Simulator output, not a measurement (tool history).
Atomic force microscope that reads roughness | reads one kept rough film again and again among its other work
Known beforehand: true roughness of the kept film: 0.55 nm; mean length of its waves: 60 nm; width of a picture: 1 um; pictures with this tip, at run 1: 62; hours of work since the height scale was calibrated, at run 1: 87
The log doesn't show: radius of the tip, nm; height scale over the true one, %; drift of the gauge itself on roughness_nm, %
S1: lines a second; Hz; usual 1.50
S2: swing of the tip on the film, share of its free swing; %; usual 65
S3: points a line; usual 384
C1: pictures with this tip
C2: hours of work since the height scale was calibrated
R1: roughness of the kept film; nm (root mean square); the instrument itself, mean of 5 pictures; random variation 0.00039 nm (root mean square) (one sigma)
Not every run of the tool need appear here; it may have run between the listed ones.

{"run": 1, "hour": 0.0, "S1": 1.5, "S2": 65, "S3": 384, "C1": 62, "C2": 87, "R1": 0.5144}
{"run": 2, "hour": 4.2, "S1": 1.5, "S2": 65, "S3": 384, "C1": 72, "C2": 91, "R1": 0.5146}
{"run": 3, "hour": 11.7, "S1": 1.5, "S2": 65, "S3": 384, "C1": 89, "C2": 96, "R1": 0.5146}
{"run": 4, "hour": 18.2, "S1": 1.5, "S2": 65, "S3": 384, "C1": 104, "C2": 101, "R1": 0.514}
{"run": 5, "hour": 25.6, "S1": 1.4, "S2": 65, "S3": 384, "C1": 122, "C2": 107, "R1": 0.5157}
{"run": 6, "hour": 30.8, "S1": 1.5, "S2": 67, "S3": 384, "C1": 133, "C2": 111, "R1": 0.5101}
{"run": 7, "hour": 37.1, "S1": 1.5, "S2": 67, "S3": 384, "C1": 148, "C2": 116, "R1": 0.5103}
{"run": 8, "hour": 42.2, "S1": 1.5, "S2": 67, "S3": 384, "C1": 160, "C2": 120, "R1": 0.5104}
{"run": 9, "hour": 46.4, "S1": 1.5, "S2": 65, "S3": 384, "C1": 170, "C2": 123, "R1": 0.5135}
{"run": 10, "hour": 51.3, "S1": 1.5, "S2": 65, "S3": 361, "C1": 181, "C2": 127, "R1": 0.5143}
{"run": 11, "hour": 58.3, "S1": 1.5, "S2": 65, "S3": 361, "C1": 197, "C2": 132, "R1": 0.514}
{"hour": 66.5, "done": "new tip fitted"}
{"run": 12, "hour": 66.9, "S1": 1.5, "S2": 65, "S3": 361, "C1": 1, "C2": 139, "R1": 0.515}
{"run": 13, "hour": 76.3, "S1": 1.5, "S2": 65, "S3": 361, "C1": 22, "C2": 146, "R1": 0.5146}
{"run": 14, "hour": 82.6, "S1": 2.65, "S2": 64, "S3": 312, "C1": 37, "C2": 151, "R1": 0.4941}
{"run": 15, "hour": 91.2, "S1": 1.28, "S2": 65, "S3": 405, "C1": 57, "C2": 157, "R1": 0.5194}
{"run": 16, "hour": 95.9, "S1": 1.28, "S2": 65, "S3": 405, "C1": 68, "C2": 161, "R1": 0.519}
{"run": 17, "hour": 104.1, "S1": 1.67, "S2": 77, "S3": 622, "C1": 87, "C2": 168, "R1": 0.4808}
{"run": 18, "hour": 112.8, "S1": 1.67, "S2": 77, "S3": 622, "C1": 107, "C2": 174, "R1": 0.4802}
{"run": 19, "hour": 118.9, "S1": 1.67, "S2": 77, "S3": 622, "C1": 121, "C2": 179, "R1": 0.4802}
{"run": 20, "hour": 124.5, "S1": 1.67, "S2": 77, "S3": 622, "C1": 134, "C2": 183, "R1": 0.4803}
{"run": 21, "hour": 130.1, "S1": 1.67, "S2": 61, "S3": 622, "C1": 147, "C2": 188, "R1": 0.5192}
{"run": 22, "hour": 138.7, "S1": 1.67, "S2": 61, "S3": 622, "C1": 167, "C2": 194, "R1": 0.5191}
{"run": 23, "hour": 148.2, "S1": 0.76, "S2": 80, "S3": 384, "C1": 189, "C2": 202, "R1": 0.5095}
{"run": 24, "hour": 155.8, "S1": 0.65, "S2": 65, "S3": 384, "C1": 206, "C2": 207, "R1": 0.532}
{"hour": 160.1, "done": "new tip fitted"}
{"run": 25, "hour": 161.4, "S1": 2.24, "S2": 65, "S3": 329, "C1": 3, "C2": 212, "R1": 0.4991}

4 ways to go on from here, each from the tool as it stands after run 25. What would each give?
{"run": "A", "hour": 168.5, "S1": 2.73, "S2": 65, "S3": 384, "C1": 19, "C2": 217, "R1": "?"}
{"run": "B", "hour": 168.5, "S1": 1.48, "S2": 56, "S3": 432, "C1": 19, "C2": 217, "R1": "?"}
{"run": "C", "hour": 168.5, "S1": 0.9, "S2": 85, "S3": 432, "C1": 19, "C2": 217, "R1": "?"}
{"run": "D", "hour": 168.5, "S1": 1.12, "S2": 65, "S3": 990, "C1": 19, "C2": 217, "R1": "?"}

run=A R1=0.4907
run=B R1=0.5293
run=C R1=0.4915
run=D R1=0.5238
With no hidden state in the tool, these same runs would have given:
run=A R1=0.4907
run=B R1=0.5293
run=C R1=0.4915
run=D R1=0.5238
